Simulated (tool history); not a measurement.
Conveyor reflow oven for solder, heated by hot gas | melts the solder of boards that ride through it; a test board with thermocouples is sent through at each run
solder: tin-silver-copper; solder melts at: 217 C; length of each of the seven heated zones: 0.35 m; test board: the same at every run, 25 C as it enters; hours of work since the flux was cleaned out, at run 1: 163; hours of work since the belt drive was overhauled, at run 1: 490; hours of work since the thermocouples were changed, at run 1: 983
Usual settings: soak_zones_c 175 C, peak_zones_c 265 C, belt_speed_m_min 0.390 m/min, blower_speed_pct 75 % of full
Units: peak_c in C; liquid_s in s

run,hour,soak_zones_c,peak_zones_c,belt_speed_m_min,blower_speed_pct,hours of work since the flux was cleaned out,hours of work since the belt drive was overhauled,hours of work since the thermocouples were changed,peak_c,liquid_s
1,0.0,175,265,0.390,75,163,490,983,253.4,83.2
2,30.7,175,265,0.390,75,187,514,1008,253.5,82.6
# hour 43.6: flux residue cleaned out of gas plates and filters
3,72.3,175,265,0.390,75,23,542,1036,254.8,84.9
4,90.7,175,265,0.390,75,37,557,1051,254.5,84.7
5,110.1,175,265,0.390,75,52,572,1066,254.3,85.3
6,128.1,175,265,0.356,75,66,586,1080,256.9,96.2
7,162.2,175,265,0.390,75,93,613,1107,254.3,84.5
8,187.8,175,278,0.390,75,113,633,1127,265.3,93.7
9,216.8,175,265,0.390,75,136,656,1150,254.2,84.9
10,255.4,175,265,0.390,75,166,686,1180,254.0,83.9
11,277.7,175,265,0.390,75,184,704,1198,253.7,84.2
# hour 286.4: thermocouples of zones 6 and 7 changed
# hour 296.4: flux residue cleaned out of gas plates and filters
12,314.3,175,265,0.390,75,14,727,18,251.9,82.3
13,340.0,175,265,0.390,75,34,747,38,251.8,82.3
14,362.6,175,265,0.390,75,52,765,56,251.7,82.4
15,381.4,175,265,0.390,75,67,780,71,251.6,82.2
16,420.8,190,265,0.317,80,98,811,102,258.6,120.6
17,447.5,175,265,0.421,83,119,832,123,250.1,73.6
# hour 466.3: belt drive overhauled, speed set with a stopwatch
18,486.9,175,255,0.396,56,147,16,150,238.8,62.3
19,517.7,175,255,0.396,56,171,40,175,239.0,62.3
20,543.8,175,255,0.396,53,191,61,195,238.2,60.8
# hour 550.9: flux residue cleaned out of gas plates and filters
21,576.6,167,269,0.373,81,20,83,217,256.4,87.1
22,597.6,167,274,0.320,81,37,99,234,265.2,110.1
23,634.3,174,260,0.424,86,65,128,262,246.0,68.6
24,650.6,175,265,0.387,75,78,141,275,252.0,82.3
25,678.6,181,258,0.464,89,100,163,297,243.8,61.7
26,708.6,181,258,0.464,89,124,186,321,243.5,61.4
27,745.2,181,258,0.464,89,153,215,349,243.7,61.5
28,769.3,181,258,0.464,89,172,234,368,243.2,61.0
# hour 800.7: flux residue cleaned out of gas plates and filters
29,809.1,181,258,0.464,89,7,261,396,244.3,63.4

The same runs without the tool's hidden state, with the same run-to-run variation:
The hidden state here: heat that the gas passes to the board, % of a clean oven's; belt's true speed, % of the reading; true gas temperature in zones 6 and 7 over the reading, C; drift of the gauge itself on peak_c, C; drift of the gauge itself on liquid_s, %.
run,peak_c,liquid_s
1,252.0,81.9
2,252.2,81.4
3,252.0,81.8
4,251.8,81.7
5,251.7,82.4
6,254.3,93.3
7,251.9,81.9
8,263.1,91.5
9,252.0,82.6
10,252.0,81.8
11,251.8,82.2
12,252.0,81.7
13,252.0,81.9
14,252.0,82.1
15,251.9,82.0
16,258.8,119.8
17,250.9,74.0
18,239.7,64.5
19,240.0,64.8
20,239.3,63.5
21,256.0,86.8
22,264.8,109.9
23,245.9,68.7
24,251.8,82.4
25,243.9,62.2
26,243.8,62.2
27,244.1,62.6
28,243.7,62.3
29,243.4,62.3

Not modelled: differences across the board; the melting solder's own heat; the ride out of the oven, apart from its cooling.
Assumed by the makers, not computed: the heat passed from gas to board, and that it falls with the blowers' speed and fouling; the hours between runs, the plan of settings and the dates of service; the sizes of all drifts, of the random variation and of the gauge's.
